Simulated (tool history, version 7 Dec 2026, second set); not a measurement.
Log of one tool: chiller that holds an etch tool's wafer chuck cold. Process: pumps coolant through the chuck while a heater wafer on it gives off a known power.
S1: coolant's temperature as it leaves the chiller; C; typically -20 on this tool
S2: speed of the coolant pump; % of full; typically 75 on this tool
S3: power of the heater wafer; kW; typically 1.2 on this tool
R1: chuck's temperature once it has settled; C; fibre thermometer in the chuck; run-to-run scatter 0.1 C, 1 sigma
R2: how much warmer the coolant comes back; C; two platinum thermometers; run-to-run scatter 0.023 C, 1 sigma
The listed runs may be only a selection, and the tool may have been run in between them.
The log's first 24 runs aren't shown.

run	hour	S1	S2	S3	R1	R2
25	1588.3	-17	89	0.966	-10.3	1.92
26	1650.3	-17	89	0.966	-10.3	1.95
27	1687.4	-24	67	1.26	-13.1	3.39
28	1757.4	-11	75	0.782	-4.9	1.9
29	1802.4	-11	75	0.689	-5.7	1.69
30	1878.3	-20	61	1.2	-9	3.58
31	1930.4	-10	64	1.647	4.8	4.65
32	2006	-10	65	0.829	-2.7	2.3

Below are 4 alternative next runs, each starting from the tool's condition after run 32. Predict each:
A	2047	-14	85	1.746	?	?
B	2047	-20	92	0.829	?	?
C	2047	-23	96	1.079	?	?
D	2047	-25	61	1.331	?	?

run	R1	R2
A	-1.3	3.75
B	-14.4	1.66
C	-15.9	2.06
D	-12.7	3.9
Stripped of hidden state, with their random variation kept, the same runs would have yielded:
run	R1	R2
A	-2.1	3.6
B	-14.6	1.59
C	-16.3	1.98
D	-13.5	3.74
